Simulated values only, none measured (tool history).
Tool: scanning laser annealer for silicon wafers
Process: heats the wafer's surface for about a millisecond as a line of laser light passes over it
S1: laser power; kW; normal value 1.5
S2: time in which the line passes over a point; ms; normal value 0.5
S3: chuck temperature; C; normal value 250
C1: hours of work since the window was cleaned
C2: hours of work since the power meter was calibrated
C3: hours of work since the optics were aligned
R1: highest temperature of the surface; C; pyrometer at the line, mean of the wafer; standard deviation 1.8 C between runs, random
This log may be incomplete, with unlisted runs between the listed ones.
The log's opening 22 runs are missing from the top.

run,day,S1,S2,S3,C1,C2,C3,R1
23,39.375,1.472,0.464,255,216,732,1285,943
24,41.7,1.635,0.572,274,245,761,1314,1137
25,44.092,1.5,0.593,272,275,792,1344,1058
26,46.454,1.599,0.393,272,305,821,1374,967
27,47.488,1.641,0.605,250,318,834,1387,1135
28,49.383,1.641,0.605,250,342,858,1411,1134
29,50.417,1.641,0.605,250,355,871,1424,1132
30,52.092,1.641,0.605,250,376,892,1445,1134
31,53.617,1.305,0.533,250,395,911,1464,873
32,54.662,1.545,0.583,285,408,924,1477,1084
33,56.079,1.5,0.498,243,426,942,1495,957
34,57.483,1.5,0.498,243,444,960,1513,953
35,59.767,1.292,0.5,261,472,989,1541,853
36,61.696,1.292,0.5,261,497,1013,1566,855
37,63.788,1.362,0.404,233,523,1039,1592,804
38,65.612,1.518,0.596,288,546,1062,1615,1071
# day 66.804: optics aligned, line set to its width
39,66.833,1.615,0.535,288,559,1075,0,1111
40,68.612,1.347,0.405,288,581,1097,23,864

Forecast each of these 4 alternatives for the next run:
A,70.567,1.372,0.405,270,605,1122,47,?
B,70.567,1.394,0.385,248,605,1122,47,?
C,70.567,1.524,0.5,250,605,1122,47,?
D,70.567,1.344,0.466,231,605,1122,47,?

run,R1
A,859
B,836
C,990
D,846
Without the tool's hidden state the same runs would have given:
run,R1
A,888
B,865
C,1027
D,877
